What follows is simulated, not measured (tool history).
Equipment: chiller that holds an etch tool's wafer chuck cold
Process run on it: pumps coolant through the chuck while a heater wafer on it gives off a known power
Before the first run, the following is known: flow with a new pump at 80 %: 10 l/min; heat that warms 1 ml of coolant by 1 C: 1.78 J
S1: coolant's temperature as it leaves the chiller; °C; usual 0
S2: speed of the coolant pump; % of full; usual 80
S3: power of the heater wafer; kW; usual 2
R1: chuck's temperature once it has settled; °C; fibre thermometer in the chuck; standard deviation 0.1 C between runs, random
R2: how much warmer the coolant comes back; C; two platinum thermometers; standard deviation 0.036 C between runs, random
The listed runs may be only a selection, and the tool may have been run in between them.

run 1 hour=0 | S1=0 S2=80 S3=2 | R1=19 R2=6.83
run 2 hour=43.6 | S1=0 S2=80 S3=2 | R1=19 R2=6.79
run 3 hour=114.1 | S1=0 S2=80 S3=2 | R1=18.9 R2=6.83
run 4 hour=151.2 | S1=0 S2=80 S3=2 | R1=18.9 R2=6.85
run 5 hour=190.1 | S1=0 S2=80 S3=2 | R1=18.9 R2=6.88
run 6 hour=271.6 | S1=0 S2=80 S3=2 | R1=18.9 R2=6.91
run 7 hour=344 | S1=0 S2=80 S3=2 | R1=19 R2=6.97
run 8 hour=404 | S1=0 S2=80 S3=2 | R1=18.9 R2=6.92
run 9 hour=451.2 | S1=0 S2=80 S3=2 | R1=19.2 R2=6.8
run 10 hour=492.6 | S1=0 S2=62 S3=2 | R1=23.4 R2=9.09
run 11 hour=571.5 | S1=-8 S2=67 S3=1.895 | R1=12.9 R2=7.92
run 12 hour=632.7 | S1=-9 S2=90 S3=2.149 | R1=9.7 R2=6.49
run 13 hour=689.4 | S1=-9 S2=90 S3=2.149 | R1=9.7 R2=6.48
run 14 hour=759.1 | S1=-9 S2=90 S3=1.259 | R1=2.1 R2=3.84
run 15 hour=827.4 | S1=-9 S2=90 S3=2.837 | R1=16 R2=8.56
run 16 hour=870.4 | S1=10 S2=84 S3=1.446 | R1=23.4 R2=4.73
run 17 hour=914.4 | S1=3 S2=62 S3=1.186 | R1=16.9 R2=5.42
run 18 hour=983.5 | S1=1 S2=80 S3=2.896 | R1=29 R2=10
run 19 hour=1031.2 | S1=1 S2=73 S3=2.484 | R1=26.9 R2=9.53

Each row is a separate what-if for the run after 19, all from the same tool condition, not one after another. Results?
run A hour=1113.9 | S1=8 S2=80 S3=2.057 | R1=? R2=?
run B hour=1113.9 | S1=-8 S2=73 S3=1.334 | R1=? R2=?
run C hour=1113.9 | S1=7 S2=95 S3=1.101 | R1=? R2=?
run D hour=1113.9 | S1=6 S2=91 S3=1.969 | R1=? R2=?

run=A R1=27.9 R2=7.09
run=B R1=5.9 R2=5.12
run=C R1=16.6 R2=3.17
run=D R1=23.2 R2=5.98
What these runs would have given with no unlogged condition in the tool:
run=A R1=25.3 R2=6.89
run=B R1=4.1 R2=4.98
run=C R1=15.3 R2=3.08
run=D R1=21 R2=5.81
